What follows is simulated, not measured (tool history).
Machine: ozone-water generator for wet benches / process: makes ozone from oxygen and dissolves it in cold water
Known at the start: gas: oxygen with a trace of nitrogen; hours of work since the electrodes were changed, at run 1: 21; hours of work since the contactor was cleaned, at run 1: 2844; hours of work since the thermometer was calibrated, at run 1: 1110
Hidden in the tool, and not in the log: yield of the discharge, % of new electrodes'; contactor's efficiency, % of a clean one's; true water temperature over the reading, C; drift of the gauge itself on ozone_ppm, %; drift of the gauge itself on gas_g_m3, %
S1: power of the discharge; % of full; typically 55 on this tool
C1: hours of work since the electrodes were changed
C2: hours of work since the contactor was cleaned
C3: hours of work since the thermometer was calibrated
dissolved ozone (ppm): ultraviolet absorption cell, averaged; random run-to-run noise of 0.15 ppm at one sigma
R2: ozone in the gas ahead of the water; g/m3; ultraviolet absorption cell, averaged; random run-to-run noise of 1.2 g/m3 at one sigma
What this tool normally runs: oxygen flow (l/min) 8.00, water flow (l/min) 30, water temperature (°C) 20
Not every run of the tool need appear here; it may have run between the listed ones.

run 1 hour=0.0 | S1=55 oxygen_flow_(l/min)=8.00 water_flow_(l/min)=30 water_temperature_(°C)=20 | C1=21 C2=2844 C3=1110 | dissolved_ozone_(ppm)=19.4 R2=211.6
run 2 hour=30.3 | S1=55 oxygen_flow_(l/min)=8.00 water_flow_(l/min)=30 water_temperature_(°C)=20 | C1=41 C2=2864 C3=1130 | dissolved_ozone_(ppm)=19.4 R2=214.1
run 3 hour=63.8 | S1=55 oxygen_flow_(l/min)=8.00 water_flow_(l/min)=30 water_temperature_(°C)=20 | C1=63 C2=2886 C3=1152 | dissolved_ozone_(ppm)=19.5 R2=214.6
run 4 hour=89.0 | S1=55 oxygen_flow_(l/min)=8.00 water_flow_(l/min)=30 water_temperature_(°C)=20 | C1=80 C2=2903 C3=1169 | dissolved_ozone_(ppm)=19.4 R2=215.0
run 5 hour=131.9 | S1=55 oxygen_flow_(l/min)=8.00 water_flow_(l/min)=30 water_temperature_(°C)=12 | C1=108 C2=2931 C3=1197 | dissolved_ozone_(ppm)=21.5 R2=214.6
run 6 hour=164.6 | S1=55 oxygen_flow_(l/min)=8.00 water_flow_(l/min)=30 water_temperature_(°C)=20 | C1=129 C2=2953 C3=1218 | dissolved_ozone_(ppm)=19.4 R2=216.3
run 7 hour=208.2 | S1=73 oxygen_flow_(l/min)=5.94 water_flow_(l/min)=30 water_temperature_(°C)=21 | C1=158 C2=2981 C3=1247 | dissolved_ozone_(ppm)=21.8 R2=294.8
run 8 hour=248.6 | S1=43 oxygen_flow_(l/min)=4.67 water_flow_(l/min)=30 water_temperature_(°C)=20 | C1=185 C2=3008 C3=1274 | dissolved_ozone_(ppm)=14.3 R2=220.9

What does the tool deliver on the next run?
run 9 hour=270.7 | S1=55 oxygen_flow_(l/min)=8.00 water_flow_(l/min)=31 water_temperature_(°C)=20 | C1=199 C2=3022 C3=1288 | dissolved_ozone_(ppm)=? R2=?

{"run 9": {"dissolved ozone (ppm)": 19.0, "R2": 218.1}}
Minus the tool's unlogged condition, the same run would have read dissolved ozone (ppm) 19.1, R2 215.8 g/m3.
